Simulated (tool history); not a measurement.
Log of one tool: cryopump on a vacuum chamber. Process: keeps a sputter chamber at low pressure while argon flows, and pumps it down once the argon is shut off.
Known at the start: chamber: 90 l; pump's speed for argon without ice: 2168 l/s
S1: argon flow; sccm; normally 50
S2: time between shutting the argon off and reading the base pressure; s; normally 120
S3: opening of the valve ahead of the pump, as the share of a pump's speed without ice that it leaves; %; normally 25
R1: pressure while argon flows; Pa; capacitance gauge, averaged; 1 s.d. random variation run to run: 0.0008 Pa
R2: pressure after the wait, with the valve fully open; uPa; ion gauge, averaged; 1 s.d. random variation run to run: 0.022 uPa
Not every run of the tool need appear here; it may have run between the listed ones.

Run 1, hour 0: usual settings. Result: R1 0.1576 Pa, R2 1.87 uPa.
Run 2, hour 25.5: usual settings. Result: R1 0.157 Pa, R2 1.93 uPa.
Run 3, hour 82.3: usual settings but S2 199 s. Result: R1 0.1569 Pa, R2 1.73 uPa.
Run 4, hour 115: usual settings but S2 199 s. Result: R1 0.1577 Pa, R2 1.71 uPa.
Run 5, hour 159.8: usual settings but S2 199 s. Result: R1 0.1577 Pa, R2 1.81 uPa.
Run 6, hour 193.3: usual settings but S1 84 sccm. Result: R1 0.2651 Pa, R2 1.99 uPa.
Run 7, hour 232.3: usual settings but S1 79 sccm. Result: R1 0.2474 Pa, R2 2.01 uPa.
Run 8, hour 263.9: usual settings but S1 79 sccm. Result: R1 0.2476 Pa, R2 2.03 uPa.
Run 9, hour 294.9: usual settings but S1 79 sccm. Result: R1 0.2503 Pa, R2 2.08 uPa.
Run 10, hour 333.3: usual settings but S1 79 sccm. Result: R1 0.2521 Pa, R2 2.05 uPa.
Run 11, hour 378.3: usual settings but S1 79 sccm. Result: R1 0.2539 Pa, R2 2.09 uPa.
Run 12, hour 415.7: usual settings but S1 99 sccm. Result: R1 0.3174 Pa, R2 2.15 uPa.
Run 13, hour 451.8: usual settings but S3 32 %. Result: R1 0.1272 Pa, R2 2.1 uPa.
Run 14, hour 492: usual settings but S3 32 %. Result: R1 0.1255 Pa, R2 2.14 uPa.
Run 15, hour 546.9: usual settings. Result: R1 0.1616 Pa, R2 2.19 uPa.
Run 16, hour 595: usual settings but S1 51 sccm. Result: R1 0.1657 Pa, R2 2.27 uPa.
Run 17, hour 628.7: usual settings. Result: R1 0.1611 Pa, R2 2.26 uPa.
Run 18, hour 672.1: usual settings but S1 54 sccm, S2 89 s, S3 52 %. Result: R1 0.0874 Pa, R2 2.45 uPa.
Run 19, hour 714.5: usual settings but S2 62 s. Result: R1 0.1623 Pa, R2 2.81 uPa.
Run 20, hour 761.9: usual settings but S1 91 sccm, S2 57 s, S3 19 %. Result: R1 0.3862 Pa, R2 2.84 uPa.
Run 21, hour 799.9: usual settings but S1 79 sccm, S2 23 s. Result: R1 0.2591 Pa, R2 4.28 uPa.
Run 22, hour 829.5: usual settings but S1 79 sccm, S2 23 s. Result: R1 0.258 Pa, R2 4.23 uPa.
Run 23, hour 859.9: usual settings but S1 55 sccm, S2 196 s. Result: R1 0.1809 Pa, R2 2.3 uPa.
Run 24, hour 885.3: usual settings but S1 26 sccm, S2 234 s. Result: R1 0.0851 Pa, R2 2.31 uPa.
Run 25, hour 912.2: usual settings but S1 28 sccm, S2 90 s. Result: R1 0.0934 Pa, R2 2.63 uPa.
Run 26, hour 936: usual settings but S1 28 sccm, S2 90 s. Result: R1 0.0919 Pa, R2 2.69 uPa.
Run 27, hour 972.7: usual settings but S1 28 sccm, S2 90 s. Result: R1 0.0919 Pa, R2 2.78 uPa.
Run 28, hour 997.5: usual settings but S2 30 s, S3 35 %. Result: R1 0.1216 Pa, R2 3.93 uPa.
At hour 1004.7: leaking fittings of the chamber tightened, without venting.
Run 29, hour 1051.9: usual settings but S2 81 s, S3 59 %. Result: R1 0.0767 Pa, R2 0.83 uPa.
Run 30, hour 1088.8: usual settings but S1 20 sccm, S2 143 s, S3 29 %. Result: R1 0.0581 Pa, R2 0.58 uPa.
Run 31, hour 1139.5: usual settings but S1 35 sccm, S2 193 s, S3 16 %. Result: R1 0.1795 Pa, R2 0.53 uPa.
Run 32, hour 1166.3: usual settings but S1 35 sccm, S2 193 s, S3 16 %. Result: R1 0.1784 Pa, R2 0.49 uPa.
At hour 1191.7: pump warmed up, emptied and cooled again.
Run 33, hour 1196.2: usual settings but S1 39 sccm, S2 193 s, S3 29 %. Result: R1 0.105 Pa, R2 0.47 uPa.

Predict the results of run 34:
Run 34, hour 1222.1: usual settings but S1 58 sccm, S2 145 s, S3 59 %. Result: R1 ?, R2 ?.

R1: 0.0771 Pa
R2: 0.57 uPa
Without the tool's hidden state the same run would have given R1 0.0757 Pa, R2 0.49 uPa.
